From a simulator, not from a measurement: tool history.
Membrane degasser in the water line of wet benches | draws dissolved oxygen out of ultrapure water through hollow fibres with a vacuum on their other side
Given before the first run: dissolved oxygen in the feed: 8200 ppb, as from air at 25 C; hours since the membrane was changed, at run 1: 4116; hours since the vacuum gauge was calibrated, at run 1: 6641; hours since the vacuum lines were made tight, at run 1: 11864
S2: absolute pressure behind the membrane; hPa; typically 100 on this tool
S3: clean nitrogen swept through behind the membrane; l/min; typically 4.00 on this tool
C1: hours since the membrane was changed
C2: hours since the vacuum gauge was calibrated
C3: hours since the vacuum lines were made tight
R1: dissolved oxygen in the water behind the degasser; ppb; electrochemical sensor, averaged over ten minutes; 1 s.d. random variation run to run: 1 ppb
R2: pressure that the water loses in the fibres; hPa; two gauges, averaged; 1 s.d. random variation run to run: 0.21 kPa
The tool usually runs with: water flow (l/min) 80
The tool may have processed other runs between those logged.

{"run": 1, "hour": 0.0, "water flow (l/min)": 80, "S2": 100, "S3": 4.0, "C1": 4116, "C2": 6641, "C3": 11864, "R1": 296.3, "R2": 472.4}
{"run": 2, "hour": 60.0, "water flow (l/min)": 80, "S2": 100, "S3": 4.0, "C1": 4176, "C2": 6701, "C3": 11924, "R1": 298.6, "R2": 469.7}
{"hour": 68.3, "done": "vacuum gauge calibrated"}
{"run": 3, "hour": 151.1, "water flow (l/min)": 80, "S2": 88, "S3": 4.0, "C1": 4267, "C2": 83, "C3": 12015, "R1": 245.7, "R2": 474.3}
{"run": 4, "hour": 250.0, "water flow (l/min)": 80, "S2": 88, "S3": 4.0, "C1": 4365, "C2": 182, "C3": 12113, "R1": 245.7, "R2": 475.0}
{"run": 5, "hour": 318.0, "water flow (l/min)": 80, "S2": 88, "S3": 4.0, "C1": 4433, "C2": 250, "C3": 12181, "R1": 245.4, "R2": 473.2}
{"run": 6, "hour": 380.4, "water flow (l/min)": 80, "S2": 88, "S3": 4.0, "C1": 4496, "C2": 312, "C3": 12244, "R1": 246.1, "R2": 474.1}
{"run": 7, "hour": 422.2, "water flow (l/min)": 80, "S2": 100, "S3": 4.0, "C1": 4538, "C2": 354, "C3": 12286, "R1": 294.5, "R2": 477.3}
{"run": 8, "hour": 502.8, "water flow (l/min)": 80, "S2": 100, "S3": 4.0, "C1": 4618, "C2": 434, "C3": 12366, "R1": 295.3, "R2": 476.8}
{"run": 9, "hour": 593.3, "water flow (l/min)": 80, "S2": 100, "S3": 4.0, "C1": 4709, "C2": 525, "C3": 12457, "R1": 294.0, "R2": 477.0}
{"run": 10, "hour": 677.9, "water flow (l/min)": 80, "S2": 100, "S3": 4.0, "C1": 4793, "C2": 610, "C3": 12541, "R1": 294.3, "R2": 473.9}
{"run": 11, "hour": 736.5, "water flow (l/min)": 80, "S2": 100, "S3": 4.0, "C1": 4852, "C2": 668, "C3": 12600, "R1": 295.3, "R2": 471.9}
{"run": 12, "hour": 816.8, "water flow (l/min)": 80, "S2": 100, "S3": 4.0, "C1": 4932, "C2": 748, "C3": 12680, "R1": 297.0, "R2": 475.4}
{"run": 13, "hour": 868.8, "water flow (l/min)": 80, "S2": 100, "S3": 4.0, "C1": 4984, "C2": 800, "C3": 12732, "R1": 292.9, "R2": 472.5}
{"run": 14, "hour": 934.7, "water flow (l/min)": 80, "S2": 174, "S3": 4.0, "C1": 5050, "C2": 866, "C3": 12798, "R1": 593.2, "R2": 474.1}
{"run": 15, "hour": 994.9, "water flow (l/min)": 88, "S2": 100, "S3": 4.0, "C1": 5110, "C2": 927, "C3": 12858, "R1": 321.1, "R2": 519.9}
{"run": 16, "hour": 1095.4, "water flow (l/min)": 80, "S2": 144, "S3": 4.0, "C1": 5211, "C2": 1027, "C3": 12959, "R1": 473.0, "R2": 471.5}
{"run": 17, "hour": 1175.5, "water flow (l/min)": 80, "S2": 144, "S3": 2.45, "C1": 5291, "C2": 1107, "C3": 13039, "R1": 702.9, "R2": 478.0}
{"run": 18, "hour": 1261.1, "water flow (l/min)": 80, "S2": 144, "S3": 2.45, "C1": 5377, "C2": 1193, "C3": 13125, "R1": 706.1, "R2": 473.8}
{"run": 19, "hour": 1338.1, "water flow (l/min)": 80, "S2": 144, "S3": 2.45, "C1": 5454, "C2": 1270, "C3": 13202, "R1": 702.1, "R2": 475.6}
{"run": 20, "hour": 1420.0, "water flow (l/min)": 80, "S2": 144, "S3": 2.45, "C1": 5535, "C2": 1352, "C3": 13283, "R1": 704.5, "R2": 475.1}
{"run": 21, "hour": 1463.0, "water flow (l/min)": 103, "S2": 135, "S3": 4.0, "C1": 5578, "C2": 1395, "C3": 13327, "R1": 543.6, "R2": 608.6}
{"run": 22, "hour": 1515.0, "water flow (l/min)": 98, "S2": 241, "S3": 5.64, "C1": 5630, "C2": 1447, "C3": 13378, "R1": 754.1, "R2": 583.7}
{"run": 23, "hour": 1613.1, "water flow (l/min)": 98, "S2": 241, "S3": 5.64, "C1": 5729, "C2": 1545, "C3": 13477, "R1": 756.5, "R2": 582.2}
{"run": 24, "hour": 1701.3, "water flow (l/min)": 98, "S2": 241, "S3": 5.64, "C1": 5817, "C2": 1633, "C3": 13565, "R1": 748.7, "R2": 582.5}
{"run": 25, "hour": 1764.6, "water flow (l/min)": 127, "S2": 100, "S3": 1.94, "C1": 5880, "C2": 1696, "C3": 13628, "R1": 757.4, "R2": 752.9}
{"run": 26, "hour": 1859.6, "water flow (l/min)": 71, "S2": 72, "S3": 1.94, "C1": 5975, "C2": 1791, "C3": 13723, "R1": 287.0, "R2": 422.9}
{"run": 27, "hour": 1918.2, "water flow (l/min)": 71, "S2": 72, "S3": 1.94, "C1": 6034, "C2": 1850, "C3": 13782, "R1": 287.6, "R2": 421.1}
{"run": 28, "hour": 2001.2, "water flow (l/min)": 119, "S2": 70, "S3": 4.5, "C1": 6117, "C2": 1933, "C3": 13865, "R1": 230.2, "R2": 707.5}
{"run": 29, "hour": 2048.0, "water flow (l/min)": 80, "S2": 100, "S3": 7.8, "C1": 6163, "C2": 1980, "C3": 13911, "R1": 161.5, "R2": 474.8}
{"run": 30, "hour": 2112.6, "water flow (l/min)": 87, "S2": 235, "S3": 3.22, "C1": 6228, "C2": 2044, "C3": 13976, "R1": 1038.8, "R2": 516.2}
{"run": 31, "hour": 2207.6, "water flow (l/min)": 87, "S2": 235, "S3": 3.22, "C1": 6323, "C2": 2139, "C3": 14071, "R1": 1034.8, "R2": 519.0}
{"run": 32, "hour": 2256.4, "water flow (l/min)": 118, "S2": 76, "S3": 1.74, "C1": 6372, "C2": 2188, "C3": 14120, "R1": 513.8, "R2": 696.6}

Same runs, no hidden state in the tool, same run-to-run variation:
Hidden state present: membrane still open, %; true pressure behind the membrane over the reading, kPa; air that leaks in behind the membrane, l/min; drift of the gauge itself on oxygen_ppb, %; drift of the gauge itself on loss_of_pressure_kpa, %.
run=1 R1=296.0
run=2 R1=298.4
run=3 R1=245.9
run=4 R1=246.1
run=5 R1=245.8
run=6 R1=246.7
run=7 R1=295.2
run=8 R1=296.1
run=9 R1=295.0
run=10 R1=295.4
run=11 R1=296.6
run=12 R1=298.4
run=13 R1=294.3
run=14 R1=596.4
run=15 R1=322.9
run=16 R1=476.0
run=17 R1=707.8
run=18 R1=711.4
run=19 R1=707.6
run=20 R1=710.4
run=21 R1=548.2
run=22 R1=760.9
run=23 R1=763.7
run=24 R1=756.3
run=25 R1=765.2
run=26 R1=290.0
run=27 R1=290.8
run=28 R1=232.7
run=29 R1=163.4
run=30 R1=1051.9
run=31 R1=1048.5
run=32 R1=520.5
For R2, the value without the hidden state is never more than 0.4 hPa from the measured value.
